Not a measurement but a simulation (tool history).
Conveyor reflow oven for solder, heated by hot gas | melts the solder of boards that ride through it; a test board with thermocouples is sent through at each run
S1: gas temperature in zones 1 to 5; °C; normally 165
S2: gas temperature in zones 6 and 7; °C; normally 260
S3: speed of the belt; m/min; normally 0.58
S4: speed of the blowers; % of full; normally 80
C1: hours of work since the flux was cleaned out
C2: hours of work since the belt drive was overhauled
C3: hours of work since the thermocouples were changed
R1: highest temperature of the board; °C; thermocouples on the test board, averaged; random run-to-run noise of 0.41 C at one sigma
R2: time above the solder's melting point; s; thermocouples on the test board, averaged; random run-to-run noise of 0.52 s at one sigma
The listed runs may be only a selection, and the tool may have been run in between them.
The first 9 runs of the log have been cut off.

run,hour,S1,S2,S3,S4,C1,C2,C3,R1,R2
# hour 129.6: belt drive overhauled, speed set with a stopwatch
10,137.6,165,260,0.58,58,164,3,179,234.8,34.1
11,151.6,165,260,0.58,58,170,9,185,235.2,32.8
# hour 167.6: belt drive overhauled, speed set with a stopwatch, once more
12,171.3,165,260,0.58,58,177,2,191,234.5,33
13,188.7,165,260,0.58,62,184,9,199,236,34.3
14,205.9,169,260,0.58,80,191,16,206,240.8,42.6
15,224.3,169,251,0.58,80,199,24,213,233.9,34.2
16,235.8,165,260,0.58,80,203,28,218,240.7,40.8
17,251.6,176,263,0.634,81,210,35,225,242.9,41.7
18,265.2,165,254,0.677,80,216,41,230,229.6,22.3
19,282.1,175,260,0.59,68,223,48,237,239.5,40.6
20,290.1,175,260,0.528,53,226,51,241,239.1,44.9
21,300,175,260,0.528,53,230,55,245,240.3,45.5
22,317.2,160,253,0.509,56,237,62,252,232.1,32.8
23,333.8,160,253,0.509,56,244,69,259,232.2,32.8
24,346.1,171,253,0.509,89,249,74,264,240.9,52
25,362.3,171,253,0.509,89,256,81,271,241.6,51.6
26,370.3,171,253,0.509,89,259,84,274,240.4,52
27,387.3,171,253,0.536,70,266,91,281,235.5,40.7
28,402,156,257,0.485,87,273,97,287,243.4,51
29,417.5,156,257,0.55,76,279,104,294,237.2,36.6
30,429.3,156,257,0.55,76,284,109,299,236.7,35.9

What does the tool deliver on the next run?
31,438.8,156,261,0.55,88,288,113,302,?,?

Run 31 produced R1 242.8 °C, R2 44 s.
Were there no unlogged condition in the tool, this run, its random variation unchanged, would have produced R1 244.9 °C, R2 46.7 s.
